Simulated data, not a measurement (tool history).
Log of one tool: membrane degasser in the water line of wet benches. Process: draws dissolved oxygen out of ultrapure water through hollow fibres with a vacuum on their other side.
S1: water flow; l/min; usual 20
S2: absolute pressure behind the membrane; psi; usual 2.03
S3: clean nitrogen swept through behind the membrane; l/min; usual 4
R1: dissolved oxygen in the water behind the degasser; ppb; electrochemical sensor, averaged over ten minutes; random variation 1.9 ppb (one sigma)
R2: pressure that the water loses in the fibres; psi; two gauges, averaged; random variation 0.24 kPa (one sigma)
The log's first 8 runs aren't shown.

run,hour,S1,S2,S3,R1,R2
9,376.3,18,2.03,4,169,8.298
10,409.1,18,2.03,4,169.2,8.295
11,462.3,18,1.7,4,144.6,8.293
12,498.7,24,2.03,4,250.3,10.972
13,530.9,24,2.03,4,251.6,11.108
14,556.7,20,2.03,4,198.1,9.249
15,598.3,20,2.03,4,197.3,9.221
16,647.4,20,2.03,4.29,186.6,9.182
17,698.2,20,3,2.9,343.5,9.246
18,724,13,1.67,4.84,80.2,6.015
19,768.4,16,2.41,2.24,267.1,7.445
20,801.8,15,3.86,4,245.1,6.992
21,828.3,20,2.55,2.76,303,9.214
22,863.6,20,2.55,2.76,308.3,9.248
23,895.9,20,2.55,1.71,443.8,9.236
24,939.6,27,3.57,2.5,619.6,12.514
25,967.8,17,2.02,7.54,106.6,7.839
26,995.8,20,4.39,4,379.4,9.268
27,1044.4,18,3.15,10.74,130.5,8.341
28,1074.2,20,3.13,2.59,392.3,9.271
29,1106.8,30,2.03,4,329,13.929
30,1151.1,30,2.03,4,332.1,13.896
31,1207.6,30,2.03,4,330.3,13.942
32,1255.7,30,2.03,4,334.2,13.898

3 ways to go on from here, each from the tool as it stands after run 32. What would each give?
A,1307.5,13,1.48,7.89,?,?
B,1307.5,14,1.86,3.73,?,?
C,1307.5,27,3.28,7.55,?,?

run,R1,R2
A,53.4,6.035
B,116.9,6.517
C,294.4,12.57
Without the tool's hidden state the same runs would have given:
run,R1,R2
A,51,5.939
B,113.8,6.412
C,285.8,12.37
